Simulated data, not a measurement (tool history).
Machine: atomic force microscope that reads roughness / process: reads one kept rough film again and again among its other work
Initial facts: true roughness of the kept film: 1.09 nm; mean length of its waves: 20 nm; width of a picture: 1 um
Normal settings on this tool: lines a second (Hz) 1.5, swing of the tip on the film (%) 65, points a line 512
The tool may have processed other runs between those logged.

run	day	lines a second (Hz)	swing of the tip on the film (%)	points a line	roughness of the kept film (nm (root mean square))
1	0	1.5	65	512	0.942
2	0.267	1.5	82	512	0.898
3	0.679	1.5	82	512	0.903
4	0.879	1.5	65	512	0.933
5	1.304	1.5	65	512	0.948
6	1.612	1.5	65	512	0.951
7	1.8	1.5	65	512	0.94
8	2.238	1.5	83	512	0.899
9	2.592	1.5	83	512	0.893
10	2.788	2.64	65	512	0.924
11	3.071	2.64	65	512	0.926
12	3.504	2.64	65	512	0.928
13	3.833	1.5	60	512	0.95
14	4.221	3.16	56	329	0.926
15	4.671	0.63	65	724	0.968
16	5.046	1.5	79	512	0.897
17	5.342	2.26	70	261	0.9
18	5.525	2.26	70	397	0.907
19	5.921	0.9	68	512	0.941
20	6.217	0.9	68	512	0.943
21	6.458	0.9	85	420	0.921
22	6.758	0.9	85	420	0.914
23	7.012	1.3	70	567	0.935
24	7.292	1.3	70	567	0.945

Below are 5 alternative next runs, each starting from the tool's condition after run 24. Predict each:
A	7.529	2.51	85	593	?
B	7.529	1.3	80	567	?
C	7.529	1.5	89	512	?
D	7.529	1.5	65	520	?
E	7.529	1.42	61	332	?

run	roughness of the kept film (nm (root mean square))
A	0.84
B	0.913
C	0.876
D	0.92
E	0.949
Without the tool's hidden state the same runs would have given:
run	roughness of the kept film (nm (root mean square))
A	0.844
B	0.917
C	0.88
D	0.924
E	0.954
